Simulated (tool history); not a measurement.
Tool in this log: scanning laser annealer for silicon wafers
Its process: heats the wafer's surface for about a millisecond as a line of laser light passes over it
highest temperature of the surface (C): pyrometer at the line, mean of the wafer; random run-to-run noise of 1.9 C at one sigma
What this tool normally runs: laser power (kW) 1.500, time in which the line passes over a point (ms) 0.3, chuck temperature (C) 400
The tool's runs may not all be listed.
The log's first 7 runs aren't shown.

run	hour	laser power (kW)	time in which the line passes over a point (ms)	chuck temperature (C)	highest temperature of the surface (C)
8	165.9	1.500	0.3	416	1216
9	205.2	1.500	0.3	416	1216
10	223.5	1.500	0.3	416	1216
11	261.6	1.500	0.3	416	1215
# hour 286.3: window over the wafer cleaned
12	286.3	1.500	0.3	423	1222
13	323.2	1.500	0.3	423	1223
14	362.5	1.500	0.3	400	1202
15	389.3	1.500	0.3	400	1201
16	406.8	1.494	0.3	400	1198
17	426.6	1.494	0.3	400	1195
18	465.1	1.500	0.3	400	1201
19	498.8	1.500	0.3	400	1200
20	524.3	1.500	0.3	400	1199

Estimate the outcome of run 21 from the log above:
21	555.1	1.500	0.3	400	?

{"run 21": {"highest temperature of the surface (C)": 1203}}
Were there no unlogged condition in the tool, this run, its random variation unchanged, would have produced highest temperature of the surface (C) 1203.
